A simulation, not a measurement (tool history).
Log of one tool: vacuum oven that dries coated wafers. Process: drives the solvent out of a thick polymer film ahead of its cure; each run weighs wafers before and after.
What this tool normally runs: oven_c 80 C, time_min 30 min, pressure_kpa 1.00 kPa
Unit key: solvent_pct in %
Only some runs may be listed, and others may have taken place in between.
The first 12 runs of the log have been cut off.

{"run": 13, "hour": 133.4, "oven_c": 80, "time_min": 27, "pressure_kpa": 1.0, "solvent_pct": 0.8}
{"run": 14, "hour": 143.4, "oven_c": 80, "time_min": 27, "pressure_kpa": 1.0, "solvent_pct": 0.8}
{"run": 15, "hour": 153.1, "oven_c": 80, "time_min": 30, "pressure_kpa": 0.9, "solvent_pct": 0.63}
{"run": 16, "hour": 166.4, "oven_c": 80, "time_min": 30, "pressure_kpa": 0.9, "solvent_pct": 0.62}
{"run": 17, "hour": 180.5, "oven_c": 80, "time_min": 30, "pressure_kpa": 0.74, "solvent_pct": 0.57}
{"run": 18, "hour": 190.3, "oven_c": 79, "time_min": 30, "pressure_kpa": 1.0, "solvent_pct": 0.77}
{"run": 19, "hour": 198.2, "oven_c": 79, "time_min": 30, "pressure_kpa": 1.0, "solvent_pct": 0.76}
{"run": 20, "hour": 211.3, "oven_c": 87, "time_min": 30, "pressure_kpa": 1.0, "solvent_pct": 0.22}
{"run": 21, "hour": 224.0, "oven_c": 80, "time_min": 24, "pressure_kpa": 1.0, "solvent_pct": 1.04}
{"run": 22, "hour": 239.4, "oven_c": 80, "time_min": 30, "pressure_kpa": 1.34, "solvent_pct": 0.72}
{"run": 23, "hour": 250.5, "oven_c": 80, "time_min": 30, "pressure_kpa": 1.34, "solvent_pct": 0.71}
{"run": 24, "hour": 263.8, "oven_c": 80, "time_min": 27, "pressure_kpa": 1.0, "solvent_pct": 0.79}
{"run": 25, "hour": 278.3, "oven_c": 83, "time_min": 37, "pressure_kpa": 1.85, "solvent_pct": 0.44}
{"run": 26, "hour": 294.1, "oven_c": 83, "time_min": 37, "pressure_kpa": 1.85, "solvent_pct": 0.46}
{"run": 27, "hour": 308.9, "oven_c": 69, "time_min": 37, "pressure_kpa": 0.92, "solvent_pct": 1.94}
{"run": 28, "hour": 320.1, "oven_c": 69, "time_min": 54, "pressure_kpa": 0.5, "solvent_pct": 0.79}
{"run": 29, "hour": 327.6, "oven_c": 80, "time_min": 30, "pressure_kpa": 0.53, "solvent_pct": 0.56}
{"run": 30, "hour": 335.7, "oven_c": 80, "time_min": 30, "pressure_kpa": 0.53, "solvent_pct": 0.51}

Run 31, settings as shown, results not yet in. Your forecast:
{"run": 31, "hour": 347.0, "oven_c": 80, "time_min": 30, "pressure_kpa": 0.53, "solvent_pct": "?"}

solvent_pct: 0.51 %
The same run, on a tool lacking any hidden state, would have yielded solvent_pct 0.63 %.

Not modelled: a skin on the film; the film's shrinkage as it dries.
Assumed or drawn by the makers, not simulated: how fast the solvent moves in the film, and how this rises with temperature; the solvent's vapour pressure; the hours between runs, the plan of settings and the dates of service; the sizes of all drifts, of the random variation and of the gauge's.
